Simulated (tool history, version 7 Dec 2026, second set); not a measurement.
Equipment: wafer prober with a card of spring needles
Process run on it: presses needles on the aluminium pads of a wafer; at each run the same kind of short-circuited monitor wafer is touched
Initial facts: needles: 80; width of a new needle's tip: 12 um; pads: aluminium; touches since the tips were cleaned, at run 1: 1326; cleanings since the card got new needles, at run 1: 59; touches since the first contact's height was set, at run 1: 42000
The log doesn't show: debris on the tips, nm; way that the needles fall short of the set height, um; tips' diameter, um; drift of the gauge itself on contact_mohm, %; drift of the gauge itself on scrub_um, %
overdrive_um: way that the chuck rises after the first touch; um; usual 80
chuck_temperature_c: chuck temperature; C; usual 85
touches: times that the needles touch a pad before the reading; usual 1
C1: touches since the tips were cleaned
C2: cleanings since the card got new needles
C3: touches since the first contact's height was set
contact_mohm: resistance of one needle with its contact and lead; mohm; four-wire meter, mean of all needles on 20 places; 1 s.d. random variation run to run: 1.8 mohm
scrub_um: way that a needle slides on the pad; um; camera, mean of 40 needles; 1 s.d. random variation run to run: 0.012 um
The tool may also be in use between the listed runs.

run 1 hour=0 | overdrive_um=80 chuck_temperature_c=85 touches=1 | C1=1326 C2=59 C3=42000 | contact_mohm=200 scrub_um=12.02
-- hour=34.3 tips cleaned on abrasive film
run 2 hour=46 | overdrive_um=71 chuck_temperature_c=85 touches=1 | C1=2840 C2=60 C3=53162 | contact_mohm=224 scrub_um=10.63
-- hour=72.6 tips cleaned on abrasive film
run 3 hour=101.8 | overdrive_um=84 chuck_temperature_c=85 touches=1 | C1=7079 C2=61 C3=66697 | contact_mohm=223 scrub_um=12.59
-- hour=108.9 tips cleaned on abrasive film
-- hour=147.9 tips cleaned on abrasive film
run 4 hour=166.2 | overdrive_um=80 chuck_temperature_c=85 touches=1 | C1=4439 C2=63 C3=82313 | contact_mohm=221 scrub_um=11.95
-- hour=185 tips cleaned on abrasive film
-- hour=222.8 tips cleaned on abrasive film
run 5 hour=223.5 | overdrive_um=80 chuck_temperature_c=85 touches=1 | C1=172 C2=65 C3=96218 | contact_mohm=192 scrub_um=11.91
-- hour=250.6 height of the first contact set anew
-- hour=258.9 tips cleaned on abrasive film
run 6 hour=274.3 | overdrive_um=80 chuck_temperature_c=53 touches=1 | C1=3744 C2=66 C3=5745 | contact_mohm=216 scrub_um=12.08
-- hour=296.1 tips cleaned on abrasive film
run 7 hour=317.2 | overdrive_um=80 chuck_temperature_c=53 touches=1 | C1=5138 C2=67 C3=16144 | contact_mohm=220 scrub_um=12.08
-- hour=334.5 tips cleaned on abrasive film
run 8 hour=360.6 | overdrive_um=80 chuck_temperature_c=53 touches=1 | C1=6332 C2=68 C3=26667 | contact_mohm=220 scrub_um=12.04
-- hour=371.4 tips cleaned on abrasive film
-- hour=408.5 tips cleaned on abrasive film
run 9 hour=426.2 | overdrive_um=80 chuck_temperature_c=53 touches=1 | C1=4295 C2=70 C3=42576 | contact_mohm=219 scrub_um=12.03
-- hour=445.9 tips cleaned on abrasive film
-- hour=483.6 tips cleaned on abrasive film
run 10 hour=487.9 | overdrive_um=80 chuck_temperature_c=53 touches=1 | C1=1039 C2=72 C3=57529 | contact_mohm=199 scrub_um=11.99
-- hour=520.5 tips cleaned on abrasive film
run 11 hour=551 | overdrive_um=80 chuck_temperature_c=85 touches=2 | C1=7407 C2=73 C3=72847 | contact_mohm=212 scrub_um=11.96
-- hour=558.9 tips cleaned on abrasive film
run 12 hour=580.3 | overdrive_um=64 chuck_temperature_c=85 touches=1 | C1=5195 C2=74 C3=79957 | contact_mohm=248 scrub_um=9.52
-- hour=595.5 tips cleaned on abrasive film
-- hour=631.2 tips cleaned on abrasive film
run 13 hour=638.6 | overdrive_um=80 chuck_temperature_c=90 touches=1 | C1=1795 C2=76 C3=94081 | contact_mohm=207 scrub_um=11.9
-- hour=666.7 tips cleaned on abrasive film
-- hour=673.1 height of the first contact set anew
run 14 hour=699.2 | overdrive_um=80 chuck_temperature_c=90 touches=1 | C1=7836 C2=77 C3=6348 | contact_mohm=229 scrub_um=12.12
-- hour=704.4 tips cleaned on abrasive film
-- hour=741.5 tips cleaned on abrasive film
run 15 hour=757.8 | overdrive_um=80 chuck_temperature_c=85 touches=1 | C1=3951 C2=79 C3=20537 | contact_mohm=220 scrub_um=12.08
-- hour=778.2 tips cleaned on abrasive film
run 16 hour=799.6 | overdrive_um=80 chuck_temperature_c=85 touches=1 | C1=5219 C2=80 C3=30687 | contact_mohm=222 scrub_um=12.05

Run 17 is up next; what results do you expect?
-- hour=814 tips cleaned on abrasive film
-- hour=852.9 tips cleaned on abrasive film
run 17 hour=864 | overdrive_um=80 chuck_temperature_c=92 touches=1 | C1=2690 C2=82 C3=46283 | contact_mohm=? scrub_um=?

contact_mohm: 214 mohm
scrub_um: 12.02 um
Take away the tool's hidden state, keep the run-to-run variation as it was, and the same run would have given contact_mohm 181 mohm, scrub_um 12.11 um.

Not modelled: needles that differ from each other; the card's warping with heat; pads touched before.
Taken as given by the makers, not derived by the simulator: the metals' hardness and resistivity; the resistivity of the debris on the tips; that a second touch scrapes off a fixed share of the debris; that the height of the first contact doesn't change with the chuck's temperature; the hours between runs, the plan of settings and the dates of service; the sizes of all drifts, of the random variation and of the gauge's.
